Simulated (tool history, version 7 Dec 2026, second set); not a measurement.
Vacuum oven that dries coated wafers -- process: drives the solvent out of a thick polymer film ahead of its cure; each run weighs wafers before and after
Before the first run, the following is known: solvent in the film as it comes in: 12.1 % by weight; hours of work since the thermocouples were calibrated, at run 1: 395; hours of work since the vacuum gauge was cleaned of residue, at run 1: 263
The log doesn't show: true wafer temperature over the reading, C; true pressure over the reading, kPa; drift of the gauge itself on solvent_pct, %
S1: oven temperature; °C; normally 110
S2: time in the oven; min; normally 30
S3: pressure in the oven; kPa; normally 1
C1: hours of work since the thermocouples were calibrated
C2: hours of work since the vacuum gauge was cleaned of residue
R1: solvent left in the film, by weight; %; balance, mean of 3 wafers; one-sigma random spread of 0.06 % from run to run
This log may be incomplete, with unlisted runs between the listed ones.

Run 1, day 0: usual settings; C1 395; C2 263. Result: R1 3.49 %.
Run 2, day 0.525: usual settings but S2 41 min; C1 400; C2 268. Result: R1 2.57 %.
Run 3, day 0.817: usual settings but S2 41 min; C1 403; C2 271. Result: R1 2.66 %.
Run 4, day 1.117: usual settings but S1 114 °C; C1 406; C2 273. Result: R1 2.68 %.
Run 5, day 1.504: usual settings but S1 114 °C; C1 410; C2 277. Result: R1 2.76 %.
Run 6, day 2.208: usual settings; C1 417; C2 284. Result: R1 3.6 %.
Run 7, day 2.746: usual settings; C1 422; C2 290. Result: R1 3.49 %.
Run 8, day 3.321: usual settings but S3 0.78 kPa; C1 427; C2 295. Result: R1 3.34 %.
Run 9, day 3.696: usual settings but S3 0.78 kPa; C1 431; C2 299. Result: R1 3.42 %.
Run 10, day 4.354: usual settings but S3 0.78 kPa; C1 438; C2 305. Result: R1 3.52 %.
Run 11, day 4.962: usual settings but S3 0.58 kPa; C1 444; C2 311. Result: R1 3.28 %.
Run 12, day 5.458: usual settings; C1 449; C2 316. Result: R1 3.59 %.
Run 13, day 5.754: usual settings but S2 17 min; C1 451; C2 319. Result: R1 5.41 %.
Run 14, day 6.408: usual settings; C1 458; C2 326. Result: R1 3.57 %.
Run 15, day 7.092: usual settings; C1 465; C2 332. Result: R1 3.59 %.
Run 16, day 7.55: usual settings; C1 469; C2 337. Result: R1 3.61 %.
Run 17, day 8.171: usual settings; C1 475; C2 343. Result: R1 3.69 %.
Run 18, day 8.617: usual settings; C1 480; C2 347. Result: R1 3.47 %.
Run 19, day 8.929: usual settings but S3 1.1 kPa; C1 483; C2 350. Result: R1 3.54 %.
Run 20, day 9.308: usual settings but S1 118 °C, S3 1.1 kPa; C1 486; C2 354. Result: R1 1.92 %.
Run 21, day 9.796: usual settings; C1 491; C2 359. Result: R1 3.64 %.
At day 9.921: vacuum gauge cleaned of residue and calibrated.
Run 22, day 10.167: usual settings; C1 494; C2 2. Result: R1 3.5 %.
Run 23, day 10.658: usual settings but S3 1.4 kPa; C1 499; C2 7. Result: R1 4 %.
Run 24, day 11.179: usual settings but S1 105 °C, S3 0.53 kPa; C1 504; C2 12. Result: R1 4.5 %.
Run 25, day 11.571: usual settings but S1 105 °C, S3 0.53 kPa; C1 508; C2 16. Result: R1 4.58 %.
Run 26, day 12.075: usual settings but S1 105 °C, S3 0.53 kPa; C1 513; C2 21. Result: R1 4.48 %.
Run 27, day 12.712: usual settings but S1 105 °C, S3 0.5 kPa; C1 519; C2 27. Result: R1 4.35 %.

Run 28 comes next. What will it give?
Run 28, day 13.262: usual settings but S1 116 °C, S2 50 min, S3 2.13 kPa; C1 525; C2 33. Result: R1 ?.

Run 28 produced R1 2.02 %.
On a tool with no hidden condition, and with the same random variation, this run would have come out at R1 1.81 %.
